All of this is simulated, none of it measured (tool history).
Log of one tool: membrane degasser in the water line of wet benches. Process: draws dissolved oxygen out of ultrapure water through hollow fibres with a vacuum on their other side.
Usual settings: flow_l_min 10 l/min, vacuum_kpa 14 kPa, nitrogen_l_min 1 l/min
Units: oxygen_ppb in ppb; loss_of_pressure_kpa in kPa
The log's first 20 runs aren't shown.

run 21 hour=3779.8 | flow_l_min=10 vacuum_kpa=14 nitrogen_l_min=1.25 | oxygen_ppb=234.6 loss_of_pressure_kpa=65.66
-- hour=3888 membrane cartridge changed
run 22 hour=3925.2 | flow_l_min=10 vacuum_kpa=14 nitrogen_l_min=1.25 | oxygen_ppb=220.1 loss_of_pressure_kpa=58.55
run 23 hour=4131.6 | flow_l_min=8 vacuum_kpa=25.8 nitrogen_l_min=2.72 | oxygen_ppb=170.7 loss_of_pressure_kpa=47.06
run 24 hour=4371.9 | flow_l_min=8 vacuum_kpa=25.8 nitrogen_l_min=2.72 | oxygen_ppb=169.9 loss_of_pressure_kpa=47.18
run 25 hour=4496.3 | flow_l_min=10 vacuum_kpa=14 nitrogen_l_min=1.06 | oxygen_ppb=257.1 loss_of_pressure_kpa=58.56
run 26 hour=4724.5 | flow_l_min=10 vacuum_kpa=14 nitrogen_l_min=1.06 | oxygen_ppb=257.5 loss_of_pressure_kpa=58.8
run 27 hour=4947.9 | flow_l_min=15 vacuum_kpa=14 nitrogen_l_min=0.72 | oxygen_ppb=543.1 loss_of_pressure_kpa=88.7
run 28 hour=5126.8 | flow_l_min=7 vacuum_kpa=32.2 nitrogen_l_min=1.38 | oxygen_ppb=363.9 loss_of_pressure_kpa=41.54
run 29 hour=5287 | flow_l_min=7 vacuum_kpa=32.2 nitrogen_l_min=1.38 | oxygen_ppb=365.2 loss_of_pressure_kpa=41.3
run 30 hour=5456.3 | flow_l_min=10 vacuum_kpa=9.8 nitrogen_l_min=0.74 | oxygen_ppb=223.9 loss_of_pressure_kpa=59.12
run 31 hour=5697.1 | flow_l_min=13 vacuum_kpa=28.9 nitrogen_l_min=0.97 | oxygen_ppb=775.6 loss_of_pressure_kpa=77.07
run 32 hour=5969.2 | flow_l_min=8 vacuum_kpa=14 nitrogen_l_min=0.8 | oxygen_ppb=264.4 loss_of_pressure_kpa=47.44

Forecast each of these 3 alternatives for the next run:
run A hour=6205.9 | flow_l_min=10 vacuum_kpa=14 nitrogen_l_min=1.05 | oxygen_ppb=? loss_of_pressure_kpa=?
run B hour=6205.9 | flow_l_min=8 vacuum_kpa=15.3 nitrogen_l_min=0.8 | oxygen_ppb=? loss_of_pressure_kpa=?
run C hour=6205.9 | flow_l_min=16 vacuum_kpa=11.4 nitrogen_l_min=1.05 | oxygen_ppb=? loss_of_pressure_kpa=?

run=A oxygen_ppb=266.4 loss_of_pressure_kpa=59.98
run=B oxygen_ppb=297.7 loss_of_pressure_kpa=48.01
run=C oxygen_ppb=365.9 loss_of_pressure_kpa=95.67
Without the tool's hidden state the same runs would have given:
run=A oxygen_ppb=252.4 loss_of_pressure_kpa=58.86
run=B oxygen_ppb=281.3 loss_of_pressure_kpa=47.11
run=C oxygen_ppb=347.8 loss_of_pressure_kpa=93.89
